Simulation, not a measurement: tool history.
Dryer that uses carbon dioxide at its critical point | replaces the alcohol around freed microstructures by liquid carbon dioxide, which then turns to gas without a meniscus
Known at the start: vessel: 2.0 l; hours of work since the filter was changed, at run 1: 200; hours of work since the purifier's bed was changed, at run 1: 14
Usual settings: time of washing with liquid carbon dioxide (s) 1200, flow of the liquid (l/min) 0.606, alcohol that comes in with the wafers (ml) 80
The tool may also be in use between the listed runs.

| run | day | time of washing with liquid carbon dioxide (s) | flow of the liquid (l/min) | alcohol that comes in with the wafers (ml) | hours of work since the filter was changed | hours of work since the purifier's bed was changed | alcohol left in the vessel before it's heated (ppm by volume) |
|---|---|---|---|---|---|---|---|
| 1 | 0 | 1200 | 0.606 | 80 | 200 | 14 | 363 |
| 2 | 0.867 | 1200 | 0.606 | 35 | 209 | 22 | 172 |
| 3 | 2.092 | 1440 | 0.606 | 35 | 220 | 34 | 64 |
| 4 | 2.854 | 1200 | 0.787 | 80 | 228 | 42 | 117 |
| 5 | 3.65 | 1200 | 0.606 | 86 | 235 | 49 | 429 |
| 6 | 4.383 | 1200 | 0.606 | 86 | 242 | 56 | 417 |
| 7 | 4.988 | 1200 | 0.606 | 86 | 248 | 62 | 439 |
| 8 | 6.171 | 1200 | 0.469 | 80 | 260 | 74 | 1123 |
| 9 | 6.912 | 1200 | 0.606 | 22 | 267 | 81 | 126 |
| 10 | 8.083 | 1200 | 0.606 | 22 | 278 | 92 | 138 |
| 11 | 9.25 | 1200 | 0.606 | 22 | 289 | 103 | 141 |
|  | 9.45 | inlet filter changed |
| 12 | 10.529 | 1200 | 0.606 | 22 | 10 | 115 | 72 |
| 13 | 11.4 | 1200 | 0.606 | 69 | 19 | 124 | 196 |
| 14 | 12.229 | 840 | 0.606 | 49 | 27 | 132 | 660 |
| 15 | 13.033 | 840 | 0.606 | 49 | 35 | 139 | 683 |
| 16 | 13.638 | 840 | 0.606 | 49 | 40 | 145 | 668 |
| 17 | 14.238 | 1200 | 0.724 | 109 | 46 | 151 | 141 |
| 18 | 14.912 | 1200 | 0.566 | 25 | 53 | 157 | 127 |
| 19 | 15.704 | 1380 | 0.529 | 25 | 60 | 165 | 99 |
| 20 | 16.946 | 780 | 0.529 | 25 | 72 | 177 | 719 |
| 21 | 17.504 | 780 | 0.529 | 25 | 78 | 182 | 711 |
| 22 | 18.117 | 780 | 0.529 | 25 | 84 | 188 | 724 |
| 23 | 18.671 | 780 | 0.529 | 25 | 89 | 194 | 712 |

Forecast each of these 3 alternatives for the next run:
| A | 19.308 | 1140 | 0.529 | 58 | 95 | 200 | ? |
| B | 19.308 | 900 | 0.529 | 25 | 95 | 200 | ? |
| C | 19.308 | 780 | 0.529 | 65 | 95 | 200 | ? |

| run | alcohol left in the vessel before it's heated (ppm by volume) |
|---|---|
| A | 480 |
| B | 476 |
| C | 1850 |
Without the tool's hidden state the same runs would have given:
| run | alcohol left in the vessel before it's heated (ppm by volume) |
|---|---|
| A | 367 |
| B | 382 |
| C | 1568 |
